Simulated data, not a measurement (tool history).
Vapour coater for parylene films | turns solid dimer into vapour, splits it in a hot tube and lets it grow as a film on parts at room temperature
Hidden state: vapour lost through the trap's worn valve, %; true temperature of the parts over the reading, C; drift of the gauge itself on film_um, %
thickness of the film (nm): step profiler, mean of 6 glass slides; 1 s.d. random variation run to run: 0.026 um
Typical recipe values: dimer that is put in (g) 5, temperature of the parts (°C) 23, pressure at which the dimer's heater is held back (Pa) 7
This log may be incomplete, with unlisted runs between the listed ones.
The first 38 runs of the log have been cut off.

| run | hour | dimer that is put in (g) | temperature of the parts (°C) | pressure at which the dimer's heater is held back (Pa) | hours of work since the trap's valve was overhauled | hours of work since the table's thermometer was calibrated | thickness of the film (nm) |
|---|---|---|---|---|---|---|---|
| 39 | 1920.5 | 9 | 33 | 8.24 | 451 | 1029 | 3110 |
|  | 1941.4 | trap's valve overhauled |
| 40 | 1967.4 | 9 | 33 | 8.24 | 13 | 1050 | 3370 |
| 41 | 2001.8 | 9 | 33 | 8.24 | 30 | 1067 | 3470 |
| 42 | 2065.1 | 4 | 23 | 7 | 62 | 1099 | 2250 |
| 43 | 2113.3 | 4 | 23 | 7 | 86 | 1123 | 2260 |
| 44 | 2177 | 4 | 23 | 7 | 118 | 1155 | 2280 |
| 45 | 2226 | 5 | 32 | 6.16 | 142 | 1179 | 2000 |
| 46 | 2263.6 | 4 | 32 | 5.78 | 161 | 1198 | 1590 |
| 47 | 2304.6 | 8 | 20 | 8.77 | 181 | 1218 | 4900 |
| 48 | 2335.6 | 6 | 28 | 7.83 | 197 | 1234 | 2730 |

Below are 3 alternative next runs, each starting from the tool's condition after run 48. Predict each:
| A | 2383.7 | 6 | 28 | 7.52 | 221 | 1258 | ? |
| B | 2383.7 | 6 | 28 | 11.51 | 221 | 1258 | ? |
| C | 2383.7 | 5 | 27 | 7 | 221 | 1258 | ? |

| run | thickness of the film (nm) |
|---|---|
| A | 2710 |
| B | 2640 |
| C | 2350 |
Stripped of hidden state, with their random variation kept, the same runs would have yielded:
| run | thickness of the film (nm) |
|---|---|
| A | 2800 |
| B | 2730 |
| C | 2420 |
